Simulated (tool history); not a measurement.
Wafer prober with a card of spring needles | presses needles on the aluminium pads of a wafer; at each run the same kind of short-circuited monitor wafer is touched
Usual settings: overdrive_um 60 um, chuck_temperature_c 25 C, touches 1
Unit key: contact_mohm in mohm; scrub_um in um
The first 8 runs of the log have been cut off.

run,hour,overdrive_um,chuck_temperature_c,touches,contact_mohm,scrub_um
# hour 138.6: tips cleaned on abrasive film
# hour 142.1: tips cleaned on abrasive film, once more
# hour 153.5: tips cleaned on abrasive film
# hour 156.2: height of the first contact set anew
9,159.9,60,70,1,294,8.929
# hour 165.4: tips cleaned on abrasive film
# hour 176.8: tips cleaned on abrasive film
10,176.8,60,25,1,250,8.881
# hour 190.0: tips cleaned on abrasive film
# hour 203.4: tips cleaned on abrasive film
11,205.2,60,25,1,269,8.876
# hour 215.6: tips cleaned on abrasive film
12,217.6,59,25,1,262,8.717
# hour 227.4: tips cleaned on abrasive film
# hour 241.1: tips cleaned on abrasive film
13,243.9,59,25,1,274,8.705
# hour 253.4: tips cleaned on abrasive film
14,257.6,60,25,1,277,8.832
# hour 266.7: tips cleaned on abrasive film
# hour 278.6: tips cleaned on abrasive film
15,284.1,60,25,1,287,8.837
# hour 290.6: tips cleaned on abrasive film
# hour 302.7: tips cleaned on abrasive film
16,312.1,77,43,2,273,11.350
# hour 314.3: tips cleaned on abrasive film
# hour 327.6: tips cleaned on abrasive film
17,330.3,76,25,1,259,11.155
# hour 339.6: tips cleaned on abrasive film
# hour 351.6: tips cleaned on abrasive film
18,357.3,65,29,1,278,9.532
# hour 364.2: tips cleaned on abrasive film
19,370.1,65,29,1,288,9.497
# hour 376.4: tips cleaned on abrasive film
20,386.9,65,29,1,295,9.486
# hour 388.9: tips cleaned on abrasive film
# hour 400.7: tips cleaned on abrasive film
21,401.4,64,25,1,258,9.340
# hour 412.0: tips cleaned on abrasive film
# hour 416.6: height of the first contact set anew
# hour 424.6: tips cleaned on abrasive film
22,429.3,62,25,2,270,9.186
# hour 438.3: tips cleaned on abrasive film
# hour 450.9: tips cleaned on abrasive film
23,453.8,67,25,3,249,9.908
# hour 463.3: tips cleaned on abrasive film
24,468.7,67,25,3,257,9.917
# hour 474.8: tips cleaned on abrasive film
25,484.9,50,104,3,290,7.386
# hour 486.5: tips cleaned on abrasive film
# hour 499.2: tips cleaned on abrasive film
26,502.6,60,68,1,290,8.851
# hour 511.4: tips cleaned on abrasive film
# hour 522.8: tips cleaned on abrasive film
27,526.1,80,32,2,255,11.801
# hour 536.0: tips cleaned on abrasive film
28,540.5,60,72,1,295,8.835
# hour 547.4: tips cleaned on abrasive film
29,553.4,53,76,2,287,7.776
# hour 559.6: tips cleaned on abrasive film
# hour 572.4: tips cleaned on abrasive film
30,573.5,53,76,2,273,7.753

5 options for the next run, each taken on its own from the tool as it stands now. Forecast them:
# hour 585.1: tips cleaned on abrasive film
A,591.4,53,99,2,?,?
# hour 585.1: tips cleaned on abrasive film
B,591.4,60,70,1,?,?
# hour 585.1: tips cleaned on abrasive film
C,591.4,41,75,1,?,?
# hour 585.1: tips cleaned on abrasive film
D,591.4,45,117,2,?,?
# hour 585.1: tips cleaned on abrasive film
E,591.4,64,87,3,?,?

run,contact_mohm,scrub_um
A,298,7.742
B,301,8.785
C,346,5.964
D,307,6.565
E,271,9.386
Stripped of hidden state, with their random variation kept, the same runs would have yielded:
run,contact_mohm,scrub_um
A,265,7.869
B,254,8.912
C,258,6.092
D,265,6.693
E,255,9.514
